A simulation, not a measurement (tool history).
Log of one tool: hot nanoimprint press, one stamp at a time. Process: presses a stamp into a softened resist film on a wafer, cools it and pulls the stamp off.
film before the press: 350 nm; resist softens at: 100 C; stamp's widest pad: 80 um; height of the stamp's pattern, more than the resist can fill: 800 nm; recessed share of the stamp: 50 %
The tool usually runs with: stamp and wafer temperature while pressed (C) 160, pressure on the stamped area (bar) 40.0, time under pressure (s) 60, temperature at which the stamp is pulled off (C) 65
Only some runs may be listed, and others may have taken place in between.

run     day  stamp and wafer temperature while pressed (C)  pressure on the stamped area (bar)  time under pressure (s)  temperature at which the stamp is pulled off (C)  resist left under the stamp's widest pad (angstrom)  greatest force while the stamp is pulled off (N)
  1   0.000                                            160                                40.0                       60                                                65                                                 1493                                               245
      1.192  -- stamp cleaned and given a new release coat
  2   1.983                                            160                                40.0                       60                                                65                                                 1483                                               169
      2.721  -- press's hydraulic seals changed and the load cell set to zero
  3   3.229                                            160                                40.0                      106                                                65                                                 1185                                               185
  4   4.454                                            160                                40.0                      106                                                65                                                 1187                                               187
  5   5.467                                            160                                40.0                      106                                                65                                                 1190                                               193
  6   6.417                                            160                                40.0                       60                                                65                                                 1476                                               191
  7   7.900                                            160                                40.0                       60                                                65                                                 1485                                               208
  8   8.746                                            160                                40.0                       97                                                65                                                 1247                                               206
      9.004  -- plate thermocouple calibrated
  9   9.696                                            160                                61.8                       97                                                65                                                 1000                                               216
 10  10.717                                            160                                59.0                       97                                                65                                                 1020                                               218
     11.692  -- plate thermocouple calibrated, once more
 11  12.421                                            154                                26.4                       60                                                66                                                 2228                                               229
 12  13.212                                            170                                34.0                      120                                                66                                                  799                                               226
 13  14.104                                            170                                34.0                      120                                                66                                                  792                                               230
 14  14.925                                            170                                34.0                      120                                                66                                                  808                                               231
 15  15.946                                            151                                36.5                      120                                                53                                                 1782                                               277

4 options for the next run, each taken on its own from the tool as it stands now. Forecast them:
  A  17.458                                            160                                36.3                       60                                                65                                                    ?                                                 ?
  B  17.458                                            162                                42.7                       35                                                65                                                    ?                                                 ?
  C  17.458                                            151                                36.5                       38                                                53                                                    ?                                                 ?
  D  17.458                                            150                                36.5                       36                                                53                                                    ?                                                 ?

run  resist left under the stamp's widest pad (angstrom)  greatest force while the stamp is pulled off (N)
  A                                                 1549                                               261
  B                                                 1573                                               258
  C                                                 2490                                               296
  D                                                 2622                                               296
What these runs would have given with no unlogged condition in the tool:
run  resist left under the stamp's widest pad (angstrom)  greatest force while the stamp is pulled off (N)
  A                                                 1510                                               180
  B                                                 1532                                               178
  C                                                 2444                                               204
  D                                                 2578                                               205
